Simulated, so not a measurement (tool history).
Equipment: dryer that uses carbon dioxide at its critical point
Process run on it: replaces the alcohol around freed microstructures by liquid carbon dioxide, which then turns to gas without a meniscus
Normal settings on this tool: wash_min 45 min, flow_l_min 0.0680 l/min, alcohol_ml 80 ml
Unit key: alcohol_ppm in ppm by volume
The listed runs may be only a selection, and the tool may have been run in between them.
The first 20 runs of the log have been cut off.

Run 21, day 21.708: usual settings but wash_min 36 min, flow_l_min 0.1008 l/min. Result: alcohol_ppm 420 ppm by volume.
Run 22, day 22.838: usual settings but wash_min 49 min, flow_l_min 0.0476 l/min, alcohol_ml 76 ml. Result: alcohol_ppm 2854 ppm by volume.
Run 23, day 24.321: usual settings but wash_min 49 min, flow_l_min 0.0476 l/min, alcohol_ml 76 ml. Result: alcohol_ppm 2969 ppm by volume.
Run 24, day 25.700: usual settings but wash_min 37 min, flow_l_min 0.0726 l/min, alcohol_ml 76 ml. Result: alcohol_ppm 1560 ppm by volume.
Run 25, day 27.017: usual settings but wash_min 50 min, flow_l_min 0.0530 l/min, alcohol_ml 32 ml. Result: alcohol_ppm 858 ppm by volume.
Run 26, day 28.079: usual settings but wash_min 38 min, flow_l_min 0.0589 l/min, alcohol_ml 58 ml. Result: alcohol_ppm 2703 ppm by volume.
Run 27, day 29.292: usual settings but wash_min 38 min, flow_l_min 0.0589 l/min, alcohol_ml 58 ml. Result: alcohol_ppm 2688 ppm by volume.
Run 28, day 30.346: usual settings but wash_min 38 min, flow_l_min 0.0418 l/min, alcohol_ml 58 ml. Result: alcohol_ppm 8195 ppm by volume.
Run 29, day 31.654: usual settings but flow_l_min 0.0894 l/min. Result: alcohol_ppm 352 ppm by volume.
Run 30, day 32.633: usual settings but flow_l_min 0.0720 l/min. Result: alcohol_ppm 818 ppm by volume.
Run 31, day 33.825: usual settings but flow_l_min 0.0440 l/min, alcohol_ml 30 ml. Result: alcohol_ppm 2403 ppm by volume.
Run 32, day 35.092: usual settings but flow_l_min 0.0440 l/min, alcohol_ml 30 ml. Result: alcohol_ppm 2480 ppm by volume.
Run 33, day 36.362: usual settings but wash_min 40 min, flow_l_min 0.1122 l/min, alcohol_ml 92 ml. Result: alcohol_ppm 297 ppm by volume.
Run 34, day 37.117: usual settings but wash_min 58 min, flow_l_min 0.0478 l/min, alcohol_ml 92 ml. Result: alcohol_ppm 2151 ppm by volume.
Run 35, day 38.167: usual settings but wash_min 58 min, flow_l_min 0.0478 l/min, alcohol_ml 92 ml. Result: alcohol_ppm 2200 ppm by volume.
Run 36, day 38.875: usual settings but wash_min 66 min, flow_l_min 0.0457 l/min, alcohol_ml 38 ml. Result: alcohol_ppm 775 ppm by volume.
Run 37, day 40.029: usual settings but wash_min 66 min, flow_l_min 0.0457 l/min, alcohol_ml 38 ml. Result: alcohol_ppm 755 ppm by volume.
Run 38, day 41.458: usual settings but wash_min 64 min, flow_l_min 0.0738 l/min, alcohol_ml 33 ml. Result: alcohol_ppm 249 ppm by volume.
Run 39, day 42.721: usual settings but wash_min 64 min, flow_l_min 0.0738 l/min, alcohol_ml 33 ml. Result: alcohol_ppm 257 ppm by volume.

Each row is a separate what-if for the run after 39, all from the same tool condition, not one after another. Results?
Run A, day 43.742: usual settings but flow_l_min 0.0829 l/min. Result: alcohol_ppm ?.
Run B, day 43.742: usual settings but wash_min 41 min, flow_l_min 0.0842 l/min, alcohol_ml 23 ml. Result: alcohol_ppm ?.
Run C, day 43.742: usual settings but wash_min 49 min. Result: alcohol_ppm ?.
Run D, day 43.742: usual settings but flow_l_min 0.0434 l/min. Result: alcohol_ppm ?.
Run E, day 43.742: usual settings but wash_min 35 min, alcohol_ml 39 ml. Result: alcohol_ppm ?.

run  alcohol_ppm
  A          557
  B          367
  C          891
  D         7341
  E         1792
Had the tool no hidden state, the same runs would have come out as:
run  alcohol_ppm
  A          190
  B           83
  C          417
  D         5379
  E         1111
